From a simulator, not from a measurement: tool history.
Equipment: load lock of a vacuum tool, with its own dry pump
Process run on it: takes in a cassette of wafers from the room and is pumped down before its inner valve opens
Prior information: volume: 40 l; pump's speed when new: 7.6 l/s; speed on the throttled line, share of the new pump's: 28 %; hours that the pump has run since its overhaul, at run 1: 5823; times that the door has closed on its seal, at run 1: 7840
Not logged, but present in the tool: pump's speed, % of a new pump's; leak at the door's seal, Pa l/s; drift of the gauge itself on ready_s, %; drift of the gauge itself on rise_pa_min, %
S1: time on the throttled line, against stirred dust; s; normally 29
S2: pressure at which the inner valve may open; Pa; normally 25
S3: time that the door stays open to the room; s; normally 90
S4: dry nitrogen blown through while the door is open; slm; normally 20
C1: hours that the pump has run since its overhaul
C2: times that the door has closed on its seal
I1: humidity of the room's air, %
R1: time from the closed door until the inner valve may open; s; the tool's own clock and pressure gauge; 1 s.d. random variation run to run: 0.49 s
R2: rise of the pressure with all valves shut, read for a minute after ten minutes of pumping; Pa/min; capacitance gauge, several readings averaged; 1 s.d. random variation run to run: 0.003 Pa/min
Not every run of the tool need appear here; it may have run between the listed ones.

run,day,S1,S2,S3,S4,C1,C2,I1,R1,R2
1,0,29,25,90,20,5823,7840,47.5,67.1,0.209
2,15.317,29,25,90,20,6191,9207,46.8,67.9,0.253
3,32.817,35,25,90,20,6611,10768,45,72.1,0.296
4,52.65,29,25,90,20,7087,12537,46.4,67.4,0.355
5,63.796,29,19,90,20,7354,13532,44,70.1,0.398
6,78.079,29,19,90,20,7697,14806,45.2,70.5,0.46
7,97.2,29,19,90,20,8156,16512,45.8,70.3,0.518
8,112.492,29,25,90,20,8523,17876,46.2,68.5,0.577
9,123.296,29,25,90,20,8782,18840,42.3,68.8,0.632
# day 141.033: door's seal changed, seat wiped
10,147.092,29,25,90,20,9352,540,45.6,69.5,0.022
11,165.333,29,25,90,20,9790,2168,42.7,68.9,0.041
12,178.638,29,25,90,20,10109,3354,46.8,69.9,0.058
13,201.579,29,25,30,20,10660,5401,46.7,70.3,0.085
14,216.925,29,25,90,20,11028,6770,42.8,70.6,0.125
15,232.908,29,25,90,29,11412,8196,40,70.8,0.157
16,245.45,29,25,90,29,11713,9315,46.1,70.6,0.187
17,270.429,29,25,90,29,12312,11544,41.1,70.8,0.259
18,283.038,36,25,207,29,12615,12668,42.9,76.3,0.311
19,298.842,24,42,90,20,12994,14078,42.5,64.6,0.353
# day 312.846: dry pump taken out, an overhauled one fitted
20,313.271,33,25,90,20,10,15343,46,67.8,0.428
21,324.592,33,25,90,20,282,16354,47.1,67.6,0.473
22,338.308,33,39,29,20,611,17577,43.6,67,0.503
23,350.792,33,39,29,20,911,18691,45.1,65.4,0.562
# day 370.467: door's seal changed, seat wiped
24,373.817,33,39,29,20,1462,298,47.3,66.6,0.015
25,398.804,33,27,29,20,2062,2528,42.6,68.1,0.045
26,420.962,33,27,87,20,2593,4504,44.1,69.7,0.085

Run 27 has not been measured yet. What should we expect?
27,442.25,22,49,142,14,3104,6404,43.4,?,?

{"run 27": {"R1": 58.7, "R2": 0.126}}
With no hidden state in the tool, this same run would have given R1 57 s, R2 0.027 Pa/min.
